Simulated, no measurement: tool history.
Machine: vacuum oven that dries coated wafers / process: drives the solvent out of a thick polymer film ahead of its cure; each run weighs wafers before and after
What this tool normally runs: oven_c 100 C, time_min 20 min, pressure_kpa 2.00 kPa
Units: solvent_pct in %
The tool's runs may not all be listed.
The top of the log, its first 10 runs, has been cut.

{"run": 11, "hour": 261.6, "oven_c": 113, "time_min": 20, "pressure_kpa": 2.0, "solvent_pct": 0.357}
{"run": 12, "hour": 278.0, "oven_c": 113, "time_min": 20, "pressure_kpa": 2.0, "solvent_pct": 0.351}
{"run": 13, "hour": 293.1, "oven_c": 113, "time_min": 20, "pressure_kpa": 1.26, "solvent_pct": 0.234}
{"run": 14, "hour": 314.1, "oven_c": 113, "time_min": 20, "pressure_kpa": 1.26, "solvent_pct": 0.232}
{"run": 15, "hour": 328.3, "oven_c": 100, "time_min": 20, "pressure_kpa": 1.13, "solvent_pct": 0.618}
{"run": 16, "hour": 346.2, "oven_c": 100, "time_min": 20, "pressure_kpa": 1.13, "solvent_pct": 0.615}
{"run": 17, "hour": 377.8, "oven_c": 95, "time_min": 12, "pressure_kpa": 1.41, "solvent_pct": 2.653}
{"run": 18, "hour": 393.5, "oven_c": 100, "time_min": 11, "pressure_kpa": 1.21, "solvent_pct": 1.973}
{"run": 19, "hour": 416.4, "oven_c": 100, "time_min": 20, "pressure_kpa": 1.61, "solvent_pct": 0.738}
{"run": 20, "hour": 440.3, "oven_c": 100, "time_min": 20, "pressure_kpa": 1.61, "solvent_pct": 0.737}
{"run": 21, "hour": 468.9, "oven_c": 100, "time_min": 20, "pressure_kpa": 1.61, "solvent_pct": 0.731}
{"run": 22, "hour": 488.6, "oven_c": 100, "time_min": 20, "pressure_kpa": 1.61, "solvent_pct": 0.723}
{"run": 23, "hour": 512.2, "oven_c": 100, "time_min": 22, "pressure_kpa": 1.07, "solvent_pct": 0.49}
{"hour": 516.7, "done": "vacuum gauge cleaned of residue and calibrated"}
{"run": 24, "hour": 530.3, "oven_c": 100, "time_min": 20, "pressure_kpa": 1.24, "solvent_pct": 0.645}
{"run": 25, "hour": 544.7, "oven_c": 106, "time_min": 20, "pressure_kpa": 1.24, "solvent_pct": 0.363}
{"run": 26, "hour": 570.1, "oven_c": 91, "time_min": 20, "pressure_kpa": 2.0, "solvent_pct": 1.831}

Predict the results of run 27:
{"run": 27, "hour": 589.4, "oven_c": 91, "time_min": 20, "pressure_kpa": 2.0, "solvent_pct": "?"}

solvent_pct: 1.828 %
On a tool with no hidden condition, and with the same random variation, this run would have come out at solvent_pct 2.233 %.

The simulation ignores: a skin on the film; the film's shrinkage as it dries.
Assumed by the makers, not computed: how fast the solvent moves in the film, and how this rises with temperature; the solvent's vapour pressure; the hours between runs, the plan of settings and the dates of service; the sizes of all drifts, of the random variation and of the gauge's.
